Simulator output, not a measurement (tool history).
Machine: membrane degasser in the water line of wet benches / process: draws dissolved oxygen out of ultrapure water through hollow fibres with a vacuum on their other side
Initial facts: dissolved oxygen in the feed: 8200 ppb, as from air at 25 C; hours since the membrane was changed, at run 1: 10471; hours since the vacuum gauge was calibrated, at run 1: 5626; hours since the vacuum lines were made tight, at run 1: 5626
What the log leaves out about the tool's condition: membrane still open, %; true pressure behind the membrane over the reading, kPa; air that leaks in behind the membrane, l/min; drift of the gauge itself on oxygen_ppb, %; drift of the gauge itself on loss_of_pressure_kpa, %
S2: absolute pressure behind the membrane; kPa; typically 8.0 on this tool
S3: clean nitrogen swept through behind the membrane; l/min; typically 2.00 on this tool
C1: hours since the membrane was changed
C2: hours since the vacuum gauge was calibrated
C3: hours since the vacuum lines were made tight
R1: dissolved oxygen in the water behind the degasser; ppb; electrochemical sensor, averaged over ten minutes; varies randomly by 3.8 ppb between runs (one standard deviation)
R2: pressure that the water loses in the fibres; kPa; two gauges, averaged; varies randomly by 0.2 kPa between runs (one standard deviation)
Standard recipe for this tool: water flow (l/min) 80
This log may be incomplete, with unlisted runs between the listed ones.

run 1 hour=0.0 | water_flow_(l/min)=80 S2=8.0 S3=2.00 | C1=10471 C2=5626 C3=5626 | R1=422.2 R2=44.69
run 2 hour=144.9 | water_flow_(l/min)=80 S2=8.0 S3=2.00 | C1=10616 C2=5771 C3=5771 | R1=414.9 R2=44.44
run 3 hour=268.8 | water_flow_(l/min)=80 S2=8.0 S3=2.00 | C1=10740 C2=5895 C3=5895 | R1=419.4 R2=44.60
run 4 hour=424.3 | water_flow_(l/min)=80 S2=8.0 S3=2.00 | C1=10895 C2=6050 C3=6050 | R1=416.5 R2=44.54
run 5 hour=594.5 | water_flow_(l/min)=80 S2=8.0 S3=2.00 | C1=11066 C2=6220 C3=6220 | R1=420.2 R2=44.57
run 6 hour=724.4 | water_flow_(l/min)=80 S2=8.0 S3=2.00 | C1=11195 C2=6350 C3=6350 | R1=425.2 R2=44.86
run 7 hour=931.2 | water_flow_(l/min)=80 S2=8.0 S3=2.00 | C1=11402 C2=6557 C3=6557 | R1=422.2 R2=44.66
run 8 hour=1090.4 | water_flow_(l/min)=80 S2=16.0 S3=2.00 | C1=11562 C2=6716 C3=6716 | R1=982.0 R2=44.49
-- hour=1142.7 membrane cartridge changed
run 9 hour=1257.3 | water_flow_(l/min)=80 S2=16.0 S3=2.00 | C1=115 C2=6879 C3=6879 | R1=991.5 R2=42.18
run 10 hour=1370.7 | water_flow_(l/min)=80 S2=16.0 S3=2.00 | C1=228 C2=6992 C3=6992 | R1=980.5 R2=42.37
run 11 hour=1552.7 | water_flow_(l/min)=80 S2=16.0 S3=2.00 | C1=410 C2=7174 C3=7174 | R1=978.2 R2=41.97
run 12 hour=1678.9 | water_flow_(l/min)=80 S2=16.0 S3=2.00 | C1=536 C2=7301 C3=7301 | R1=991.0 R2=42.14
run 13 hour=1833.6 | water_flow_(l/min)=80 S2=16.0 S3=2.00 | C1=691 C2=7455 C3=7455 | R1=982.7 R2=42.30
run 14 hour=2041.6 | water_flow_(l/min)=80 S2=16.0 S3=2.00 | C1=899 C2=7663 C3=7663 | R1=1000.1 R2=41.91
run 15 hour=2222.9 | water_flow_(l/min)=80 S2=16.0 S3=2.00 | C1=1080 C2=7845 C3=7845 | R1=985.5 R2=42.05
-- hour=2238.3 vacuum gauge calibrated
run 16 hour=2447.5 | water_flow_(l/min)=61 S2=16.0 S3=0.81 | C1=1304 C2=209 C3=8069 | R1=1535.8 R2=32.35

Expected results for the next run?
-- hour=2484.6 seals of the vacuum lines changed
run 17 hour=2682.9 | water_flow_(l/min)=88 S2=19.4 S3=0.81 | C1=1538 C2=443 C3=198 | R1=? R2=?

Logged for run 17: R1 2301.8 ppb, R2 46.78 kPa.
Had the tool carried no hidden state, the very same run would have given R1 2167.3 ppb, R2 46.41 kPa.

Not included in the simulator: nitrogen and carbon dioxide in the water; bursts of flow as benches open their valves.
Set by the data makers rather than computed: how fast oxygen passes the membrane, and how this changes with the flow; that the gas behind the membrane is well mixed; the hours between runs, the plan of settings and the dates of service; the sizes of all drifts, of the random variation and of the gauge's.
